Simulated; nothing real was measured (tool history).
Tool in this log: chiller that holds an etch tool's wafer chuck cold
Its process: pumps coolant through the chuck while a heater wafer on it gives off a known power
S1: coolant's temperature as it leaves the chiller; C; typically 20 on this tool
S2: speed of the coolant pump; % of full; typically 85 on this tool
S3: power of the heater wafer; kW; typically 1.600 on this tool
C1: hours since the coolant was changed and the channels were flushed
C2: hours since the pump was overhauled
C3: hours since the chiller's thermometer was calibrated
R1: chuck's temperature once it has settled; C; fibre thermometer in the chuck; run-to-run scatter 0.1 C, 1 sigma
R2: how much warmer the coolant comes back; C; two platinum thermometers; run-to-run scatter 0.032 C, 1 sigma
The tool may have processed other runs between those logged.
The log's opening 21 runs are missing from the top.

{"run": 22, "hour": 1009.2, "S1": 20, "S2": 62, "S3": 2.176, "C1": 6218, "C2": 3263, "C3": 1161, "R1": 43.8, "R2": 6.12}
{"run": 23, "hour": 1049.4, "S1": 18, "S2": 99, "S3": 2.176, "C1": 6259, "C2": 3304, "C3": 1201, "R1": 35.4, "R2": 3.52}
{"run": 24, "hour": 1109.7, "S1": 24, "S2": 85, "S3": 2.074, "C1": 6319, "C2": 3364, "C3": 1261, "R1": 42.2, "R2": 4.04}
{"run": 25, "hour": 1144.8, "S1": 20, "S2": 87, "S3": 2.074, "C1": 6354, "C2": 3399, "C3": 1296, "R1": 38.0, "R2": 3.9}
{"run": 26, "hour": 1189.9, "S1": 11, "S2": 77, "S3": 1.6, "C1": 6399, "C2": 3444, "C3": 1342, "R1": 26.0, "R2": 3.42}
{"run": 27, "hour": 1235.8, "S1": 24, "S2": 60, "S3": 1.095, "C1": 6445, "C2": 3490, "C3": 1387, "R1": 36.0, "R2": 3.05}
{"run": 28, "hour": 1273.5, "S1": 20, "S2": 79, "S3": 1.6, "C1": 6483, "C2": 3528, "C3": 1425, "R1": 34.9, "R2": 3.34}
{"run": 29, "hour": 1305.2, "S1": 20, "S2": 79, "S3": 1.6, "C1": 6514, "C2": 3559, "C3": 1457, "R1": 34.8, "R2": 3.3}
{"run": 30, "hour": 1339.6, "S1": 20, "S2": 85, "S3": 0.859, "C1": 6549, "C2": 3594, "C3": 1491, "R1": 27.5, "R2": 1.47}
{"run": 31, "hour": 1391.2, "S1": 27, "S2": 81, "S3": 2.251, "C1": 6600, "C2": 3645, "C3": 1543, "R1": 47.4, "R2": 4.6}
{"run": 32, "hour": 1438.2, "S1": 27, "S2": 67, "S3": 1.18, "C1": 6647, "C2": 3692, "C3": 1590, "R1": 39.1, "R2": 2.92}

Predict each of these 4 candidate next runs independently; none follows another, all start after run 32:
{"run": "A", "hour": 1491.7, "S1": 21, "S2": 75, "S3": 1.184, "C1": 6701, "C2": 3746, "C3": 1643, "R1": "?", "R2": "?"}
{"run": "B", "hour": 1491.7, "S1": 12, "S2": 85, "S3": 1.792, "C1": 6701, "C2": 3746, "C3": 1643, "R1": "?", "R2": "?"}
{"run": "C", "hour": 1491.7, "S1": 15, "S2": 67, "S3": 1.18, "C1": 6701, "C2": 3746, "C3": 1643, "R1": "?", "R2": "?"}
{"run": "D", "hour": 1491.7, "S1": 20, "S2": 87, "S3": 1.623, "C1": 6701, "C2": 3746, "C3": 1643, "R1": "?", "R2": "?"}

run=A R1=32.3 R2=2.51
run=B R1=28.0 R2=3.41
run=C R1=27.0 R2=2.85
run=D R1=34.2 R2=2.95
With the hidden condition removed and each run's random variation left untouched, the same runs would have given:
run=A R1=32.2 R2=2.79
run=B R1=27.9 R2=3.69
run=C R1=27.0 R2=3.14
run=D R1=34.2 R2=3.24

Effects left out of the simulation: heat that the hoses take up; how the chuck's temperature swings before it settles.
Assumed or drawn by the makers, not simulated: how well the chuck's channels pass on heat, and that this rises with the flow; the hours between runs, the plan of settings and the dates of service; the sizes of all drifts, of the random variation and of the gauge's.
